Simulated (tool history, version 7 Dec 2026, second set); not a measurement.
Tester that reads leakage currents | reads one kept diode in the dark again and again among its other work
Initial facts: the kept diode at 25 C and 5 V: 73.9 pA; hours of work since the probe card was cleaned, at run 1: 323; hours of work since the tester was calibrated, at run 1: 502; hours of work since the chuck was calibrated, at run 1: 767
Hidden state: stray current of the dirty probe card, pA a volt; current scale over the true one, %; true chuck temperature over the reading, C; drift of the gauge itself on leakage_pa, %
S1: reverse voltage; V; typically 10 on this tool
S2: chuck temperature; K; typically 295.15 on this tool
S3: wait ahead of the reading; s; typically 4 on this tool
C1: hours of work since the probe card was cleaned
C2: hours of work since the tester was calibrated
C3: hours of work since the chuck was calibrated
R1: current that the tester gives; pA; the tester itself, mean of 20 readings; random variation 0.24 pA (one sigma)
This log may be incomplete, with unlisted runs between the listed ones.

| run | hour | S1 | S2 | S3 | C1 | C2 | C3 | R1 |
|---|---|---|---|---|---|---|---|---|
| 1 | 0 | 10 | 295.15 | 4 | 323 | 502 | 767 | 66.84 |
| 2 | 31.8 | 10 | 295.15 | 4 | 342 | 521 | 786 | 67.01 |
| 3 | 60.5 | 10 | 295.15 | 4 | 359 | 539 | 803 | 66.34 |
| 4 | 91.2 | 10 | 318.15 | 4 | 378 | 557 | 822 | 504.56 |
|  | 126.3 | chuck's temperature calibrated |
| 5 | 126.3 | 3.6 | 295.15 | 4 | 397 | 577 | 0 | 49.6 |
| 6 | 153.6 | 3.6 | 295.15 | 4 | 414 | 593 | 16 | 49.36 |
| 7 | 172.2 | 10 | 311.15 | 4 | 425 | 604 | 28 | 335.01 |
| 8 | 188.1 | 10 | 311.15 | 4 | 434 | 614 | 37 | 330.63 |
| 9 | 211.8 | 11.5 | 295.15 | 4 | 449 | 628 | 51 | 85.37 |
| 10 | 243.9 | 11.5 | 295.15 | 4 | 468 | 647 | 71 | 85.17 |
|  | 249.3 | probe card cleaned and baked |
| 11 | 269.6 | 10 | 295.15 | 0.37 | 12 | 661 | 84 | 85.84 |
| 12 | 301.3 | 4.2 | 296.15 | 3.47 | 31 | 680 | 103 | 57.89 |
| 13 | 335.6 | 1.8 | 301.15 | 4 | 52 | 701 | 124 | 60.56 |
| 14 | 357.4 | 10 | 313.15 | 2.43 | 65 | 714 | 137 | 387.68 |

What will run 15 give?
|  | 373.7 | probe card cleaned and baked, once more |
| 15 | 388.1 | 10 | 313.15 | 1.16 | 9 | 730 | 153 | ? |

Run 15 produced R1 384.17 pA.
With the hidden condition absent and the run-to-run variation left alone, this run would have shown R1 390.22 pA.
